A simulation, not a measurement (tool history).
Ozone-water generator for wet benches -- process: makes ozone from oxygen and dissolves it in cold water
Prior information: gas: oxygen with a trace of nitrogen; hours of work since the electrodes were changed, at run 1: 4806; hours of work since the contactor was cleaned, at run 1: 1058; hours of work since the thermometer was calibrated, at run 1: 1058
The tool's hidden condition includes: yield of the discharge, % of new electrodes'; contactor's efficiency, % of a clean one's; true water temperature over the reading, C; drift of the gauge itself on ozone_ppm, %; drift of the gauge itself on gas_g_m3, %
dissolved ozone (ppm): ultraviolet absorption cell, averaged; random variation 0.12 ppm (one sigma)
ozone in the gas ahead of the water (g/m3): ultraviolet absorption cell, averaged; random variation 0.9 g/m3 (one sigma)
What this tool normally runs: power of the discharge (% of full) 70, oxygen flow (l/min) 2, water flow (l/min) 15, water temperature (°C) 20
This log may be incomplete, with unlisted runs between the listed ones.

run,hour,power of the discharge (% of full),oxygen flow (l/min),water flow (l/min),water temperature (°C),hours of work since the electrodes were changed,hours of work since the contactor was cleaned,hours of work since the thermometer was calibrated,dissolved ozone (ppm),ozone in the gas ahead of the water (g/m3)
1,0,70,2,15,20,4806,1058,1058,11.5,150.9
2,94.5,70,2,15,20,4887,1139,1139,11.6,149.8
3,299.7,47,2,15,20,5063,1315,1315,9.4,120.6
4,430.2,47,2,15,20,5175,1427,1427,9.5,121.5
5,537.7,47,2,15,20,5267,1519,1519,9.7,121
6,729.8,70,2,15,20,5432,1684,1684,11.8,149.2
7,824.1,70,2,15,14,5513,1765,1765,12.3,151.5
8,1011.1,70,1.63,15,14,5673,1925,1925,11.9,168.1
9,1189.7,62,2,15,20,5827,2079,2079,10.7,139.7
10,1287.6,62,2,15,20,5911,2163,2163,10.8,140.8
11,1463.3,62,2,15,20,6062,2314,2314,11,141.4
12,1672.5,62,2,15,20,6241,2493,2493,10.9,141.7
13,1904.5,62,2,11,27,6440,2692,2692,12.5,141.1
14,2053.9,70,2.98,23,20,6569,2820,2820,8.5,118.1
15,2162.8,74,2,15,20,6662,2914,2914,12.2,156.7
16,2264,73,1.64,12,16,6749,3001,3001,14.8,173.1
17,2358.3,65,1.85,11,17,6830,3082,3082,14.9,149.8
18,2586.2,65,1.85,11,17,7025,3277,3277,14.6,151.1
# hour 2633.7: contactor cleaned
# hour 2634.2: water thermometer calibrated
19,2809.5,70,2,12,20,7213,150,150,14.1,150.7
20,2980.8,70,1.39,15,20,7360,298,298,11.1,186.9

Predict each of these 4 candidate next runs independently; none follows another, all start after run 20:
A,3165.1,70,2,15,15,7518,456,456,?,?
B,3165.1,87,2.22,22,20,7518,456,456,?,?
C,3165.1,70,1.69,10,12,7518,456,456,?,?
D,3165.1,83,2.66,15,20,7518,456,456,?,?

run,dissolved ozone (ppm),ozone in the gas ahead of the water (g/m3)
A,12.1,150
B,9.8,157.2
C,17.2,165.8
D,13.1,138
With no hidden state in the tool, these same runs would have given:
run,dissolved ozone (ppm),ozone in the gas ahead of the water (g/m3)
A,12.1,150.5
B,9.8,157.7
C,17.2,166.3
D,13.1,138.5
